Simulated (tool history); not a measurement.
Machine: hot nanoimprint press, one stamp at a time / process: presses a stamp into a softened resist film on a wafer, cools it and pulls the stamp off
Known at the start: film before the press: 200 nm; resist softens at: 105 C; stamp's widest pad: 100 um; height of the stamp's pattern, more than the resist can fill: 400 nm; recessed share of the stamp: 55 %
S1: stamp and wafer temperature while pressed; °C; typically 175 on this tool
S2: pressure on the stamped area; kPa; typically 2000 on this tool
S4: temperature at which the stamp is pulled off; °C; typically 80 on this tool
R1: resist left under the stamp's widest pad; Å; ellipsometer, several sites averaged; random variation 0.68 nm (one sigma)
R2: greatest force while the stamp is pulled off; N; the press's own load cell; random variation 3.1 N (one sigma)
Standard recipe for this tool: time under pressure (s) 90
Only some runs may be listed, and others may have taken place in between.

run 1 hour=0 | S1=175 S2=2000 time_under_pressure_(s)=90 S4=80 | R1=824 R2=168
run 2 hour=13.6 | S1=171 S2=2000 time_under_pressure_(s)=90 S4=80 | R1=1005 R2=167
run 3 hour=26.4 | S1=171 S2=1760 time_under_pressure_(s)=90 S4=80 | R1=1067 R2=171
run 4 hour=37.8 | S1=181 S2=2000 time_under_pressure_(s)=90 S4=80 | R1=619 R2=175
run 5 hour=49.1 | S1=181 S2=2000 time_under_pressure_(s)=90 S4=80 | R1=639 R2=176
run 6 hour=62.7 | S1=181 S2=2000 time_under_pressure_(s)=90 S4=80 | R1=625 R2=180
run 7 hour=73.9 | S1=176 S2=2000 time_under_pressure_(s)=90 S4=80 | R1=804 R2=178
run 8 hour=90.1 | S1=176 S2=2000 time_under_pressure_(s)=90 S4=80 | R1=801 R2=179
run 9 hour=100.6 | S1=176 S2=2000 time_under_pressure_(s)=90 S4=80 | R1=812 R2=184
run 10 hour=109.8 | S1=176 S2=2000 time_under_pressure_(s)=90 S4=80 | R1=811 R2=189
run 11 hour=127.5 | S1=175 S2=2000 time_under_pressure_(s)=90 S4=80 | R1=852 R2=188
-- hour=131.8 plate thermocouple calibrated
run 12 hour=145.5 | S1=175 S2=2000 time_under_pressure_(s)=85 S4=80 | R1=914 R2=191
run 13 hour=162.4 | S1=175 S2=2000 time_under_pressure_(s)=90 S4=80 | R1=906 R2=197
run 14 hour=175.1 | S1=165 S2=2000 time_under_pressure_(s)=90 S4=80 | R1=1385 R2=197
run 15 hour=189 | S1=165 S2=2000 time_under_pressure_(s)=90 S4=80 | R1=1366 R2=203
run 16 hour=207.2 | S1=165 S2=2000 time_under_pressure_(s)=90 S4=80 | R1=1363 R2=203
run 17 hour=222.8 | S1=173 S2=2000 time_under_pressure_(s)=79 S4=80 | R1=1024 R2=208

The next listed run, before its measurement:
-- hour=244.5 plate thermocouple calibrated, once more
run 18 hour=244.6 | S1=180 S2=2300 time_under_pressure_(s)=46 S4=88 | R1=? R2=?

R1: 764 Å
R2: 148 N
Without the tool's hidden state the same run would have given R1 757 Å, R2 113 N.
